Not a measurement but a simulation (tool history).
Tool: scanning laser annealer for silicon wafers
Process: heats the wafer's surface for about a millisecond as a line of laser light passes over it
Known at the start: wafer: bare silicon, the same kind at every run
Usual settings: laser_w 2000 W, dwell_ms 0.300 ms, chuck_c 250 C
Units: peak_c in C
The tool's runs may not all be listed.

run	day	laser_w	dwell_ms	chuck_c	peak_c
1	0.000	2000	0.300	250	1032
2	2.217	2000	0.300	250	1033
3	5.846	2000	0.300	250	1030
4	8.388	1785	0.300	250	943
5	10.992	2000	0.300	224	1003
6	13.679	2000	0.300	250	1029
7	16.379	2000	0.300	223	1001
8	19.829	2000	0.335	250	1083
9	21.608	2000	0.335	250	1087
10	25.075	2000	0.335	250	1081
11	27.796	2000	0.368	250	1135
12	30.629	2085	0.300	250	1062
13	34.179	2085	0.300	250	1065
14	35.788	2128	0.291	226	1043
15	39.533	2128	0.291	226	1044
16	42.892	2000	0.348	268	1120
17	44.775	2000	0.348	273	1126
18	46.408	2000	0.338	250	1088
19	48.375	2000	0.338	250	1085
20	51.688	2000	0.338	250	1087
21	54.533	2000	0.338	250	1086
22	56.575	2000	0.278	222	968

Not shown: 5 entries that the log had between the listed runs. Between which runs, and how does the tool's hidden state differ before and after?
Between runs 4 and 5: window over the wafer cleaned (day 10.258)
  light that passes the window, % of a clean one's: 99.94 -> 100; laser's true power over the reading, %: -0.01 -> -0.02
Between runs 12 and 13: window over the wafer cleaned (day 32.771)
  light that passes the window, % of a clean one's: 99.93 -> 100
Between runs 14 and 15: optics aligned, line set to its width (day 37.800)
  light that passes the window, % of a clean one's: 99.99 -> 99.98; width of the line over the set one, %: 0.03 -> 0
Between runs 20 and 21: laser's power meter calibrated (day 54.533)
  light that passes the window, % of a clean one's: 99.94 -> 99.93; laser's true power over the reading, %: -0.02 -> 0
Between runs 21 and 22: window over the wafer cleaned (day 55.633)
  light that passes the window, % of a clean one's: 99.93 -> 100
